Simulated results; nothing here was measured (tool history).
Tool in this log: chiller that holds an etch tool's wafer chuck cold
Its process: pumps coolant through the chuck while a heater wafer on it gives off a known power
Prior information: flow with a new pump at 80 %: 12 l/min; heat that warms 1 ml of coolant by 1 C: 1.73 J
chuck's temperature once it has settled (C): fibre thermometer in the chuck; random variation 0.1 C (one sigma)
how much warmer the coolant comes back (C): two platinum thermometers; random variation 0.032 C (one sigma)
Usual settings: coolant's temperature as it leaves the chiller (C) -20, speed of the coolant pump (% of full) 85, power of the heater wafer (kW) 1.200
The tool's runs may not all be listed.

run	hour	coolant's temperature as it leaves the chiller (C)	speed of the coolant pump (% of full)	power of the heater wafer (kW)	chuck's temperature once it has settled (C)	how much warmer the coolant comes back (C)
1	0.0	-20	85	1.200	-8.6	3.30
2	141.1	-20	62	1.200	-6.3	4.60
3	348.4	-20	85	0.883	-11.8	2.43
4	556.7	-20	85	0.883	-11.7	2.42
5	665.7	-20	85	0.883	-11.7	2.33
6	769.5	-20	78	1.200	-8.2	3.52
7	911.1	-20	85	1.200	-8.7	3.25
8	1077.9	-20	85	1.200	-8.7	3.25
9	1226.2	-14	85	1.200	-2.8	3.27
10	1453.2	-20	85	1.200	-8.7	3.26
11	1552.8	-20	90	1.200	-9.1	3.02
12	1766.5	-20	90	1.200	-9.1	3.05
13	1864.5	-20	90	1.200	-9.3	3.06
14	1999.5	-20	90	1.200	-9.2	3.05
15	2201.4	-20	85	1.200	-8.6	3.24
16	2319.9	-20	85	1.200	-8.7	3.21
17	2491.8	-18	85	0.713	-11.3	1.94
18	2665.1	-12	85	1.278	-0.1	3.48
19	2838.4	-12	85	1.278	0.1	3.48
20	3018.0	-12	85	1.278	0.0	3.43
21	3241.7	-23	94	1.200	-12.5	2.93
22	3449.0	-23	94	1.200	-12.4	2.88
23	3660.6	-17	67	0.873	-7.4	3.08
24	3767.4	-16	96	0.757	-9.4	1.79
25	3997.4	-22	67	0.667	-14.8	2.39
26	4235.6	-22	86	0.649	-16.1	1.75
27	4412.8	-22	86	0.649	-16.1	1.77
28	4642.0	-21	85	1.133	-10.2	3.06
29	4746.6	-14	76	1.180	-2.0	3.68
30	4903.8	-14	76	1.180	-2.1	3.59
31	5024.0	-20	69	0.706	-12.5	2.46

Taken out of this log: 4 entries between the listed runs. Where each belongs, and how the hidden state differs across it:
Logged between run 10 and run 11: chiller's thermometer calibrated (hour 1539.2)
  coolant's true temperature over the reading, C: -0.01 -> 0
Logged between run 11 and run 12: coolant pump overhauled (hour 1594.4); coolant changed, channels flushed (hour 1763.1)
  heat passed by the chuck's channels, % of clean ones': 99.7 -> 100; flow at a given pump speed, % of a new pump's: 99.6 -> 100
Logged between run 27 and run 28: coolant changed, channels flushed (hour 4628.0)
  heat passed by the chuck's channels, % of clean ones': 99.7 -> 100

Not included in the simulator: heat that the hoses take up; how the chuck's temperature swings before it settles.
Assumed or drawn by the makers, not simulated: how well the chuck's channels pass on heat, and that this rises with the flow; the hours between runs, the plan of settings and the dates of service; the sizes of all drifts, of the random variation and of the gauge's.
